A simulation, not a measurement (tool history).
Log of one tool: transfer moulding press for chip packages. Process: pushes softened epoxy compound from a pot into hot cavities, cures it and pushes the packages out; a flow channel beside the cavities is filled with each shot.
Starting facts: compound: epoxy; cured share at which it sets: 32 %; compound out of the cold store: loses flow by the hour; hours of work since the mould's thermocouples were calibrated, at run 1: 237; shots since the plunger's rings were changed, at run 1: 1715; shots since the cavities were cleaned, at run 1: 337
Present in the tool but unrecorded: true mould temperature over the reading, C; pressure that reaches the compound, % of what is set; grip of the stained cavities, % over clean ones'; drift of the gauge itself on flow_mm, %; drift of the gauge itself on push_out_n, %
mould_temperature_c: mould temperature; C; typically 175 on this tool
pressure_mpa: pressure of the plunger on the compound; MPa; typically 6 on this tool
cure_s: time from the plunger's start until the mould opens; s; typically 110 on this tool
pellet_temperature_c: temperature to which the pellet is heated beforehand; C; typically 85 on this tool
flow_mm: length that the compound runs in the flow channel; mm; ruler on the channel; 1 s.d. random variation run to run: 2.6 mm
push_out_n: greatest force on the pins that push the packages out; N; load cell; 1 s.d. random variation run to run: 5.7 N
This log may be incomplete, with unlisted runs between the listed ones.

run	hour	mould_temperature_c	pressure_mpa	cure_s	pellet_temperature_c	hours of work since the mould's thermocouples were calibrated	shots since the plunger's rings were changed	shots since the cavities were cleaned	incoming compound's hours out of the cold store	flow_mm	push_out_n
1	0	175	6	110	85	237	1715	337	31.8	913	199
# hour 26.3: cavities cleaned with cleaning compound and waxed
2	47.8	175	6	110	85	272	2344	293	19.6	978	216
# hour 74.3: cavities cleaned with cleaning compound and waxed
3	83.9	181	6	110	85	298	2812	130	27.8	899	200
4	111.5	175	6.64	110	85	319	3186	504	10.9	1074	215
# hour 121.5: cavities cleaned with cleaning compound and waxed
# hour 168.7: cavities cleaned with cleaning compound and waxed
5	178.6	175	6.64	110	85	367	4055	135	41.5	907	203
# hour 214.6: plunger's sealing rings changed
# hour 220.6: cavities cleaned with cleaning compound and waxed
6	240.7	176	6.64	110	85	411	334	273	21.4	1001	206
# hour 268.3: cavities cleaned with cleaning compound and waxed
7	276.8	175	6.05	110	85	437	803	115	8.2	1040	205
# hour 318.3: cavities cleaned with cleaning compound and waxed
8	321.3	175	6.92	110	85	469	1385	40	27.6	1000	198
9	352.2	175	6.92	110	85	492	1805	460	15.4	1064	208
# hour 367.3: cavities cleaned with cleaning compound and waxed
10	394.4	175	6.92	110	85	523	2357	369	21.8	1037	205
# hour 417.4: cavities cleaned with cleaning compound and waxed
11	461.1	168	6.48	118	89	572	3239	592	17	1076	243
# hour 466.6: cavities cleaned with cleaning compound and waxed
12	495.5	168	6.48	118	89	596	3686	391	30.6	997	242
# hour 514.8: cavities cleaned with cleaning compound and waxed
13	552.9	175	6	134	86	638	4444	517	34.8	900	202
# hour 560.9: plunger's sealing rings changed
# hour 567.6: cavities cleaned with cleaning compound and waxed
14	601.2	175	4.55	101	85	672	526	455	20.6	845	212
# hour 616.5: cavities cleaned with cleaning compound and waxed
15	629.3	171	4.55	101	85	692	887	173	12	904	265
# hour 666: cavities cleaned with cleaning compound and waxed
16	693.7	175	6.06	100	85	739	1740	376	20.7	975	225
# hour 715.4: cavities cleaned with cleaning compound and waxed
17	747.7	175	6.06	100	76	778	2451	437	45.2	854	219

Alternative continuations, all from the tool just after run 17; predict every row:
# hour 765.7: cavities cleaned with cleaning compound and waxed
A	803.7	175	6.06	100	79	819	3191	516	39.7	?	?
# hour 765.7: cavities cleaned with cleaning compound and waxed
B	803.7	182	7.29	131	76	819	3191	516	10.2	?	?
# hour 765.7: cavities cleaned with cleaning compound and waxed
C	803.7	175	6.28	122	79	819	3191	516	18.8	?	?
# hour 765.7: cavities cleaned with cleaning compound and waxed
D	803.7	175	6.06	125	85	819	3191	516	19.5	?	?
# hour 765.7: cavities cleaned with cleaning compound and waxed
E	803.7	175	6.22	100	82	819	3191	516	36.5	?	?

run	flow_mm	push_out_n
A	879	213
B	1086	207
C	1002	206
D	984	204
E	910	221
With no hidden state in the tool, these same runs would have given:
run	flow_mm	push_out_n
A	879	209
B	1086	204
C	1002	203
D	984	200
E	910	218

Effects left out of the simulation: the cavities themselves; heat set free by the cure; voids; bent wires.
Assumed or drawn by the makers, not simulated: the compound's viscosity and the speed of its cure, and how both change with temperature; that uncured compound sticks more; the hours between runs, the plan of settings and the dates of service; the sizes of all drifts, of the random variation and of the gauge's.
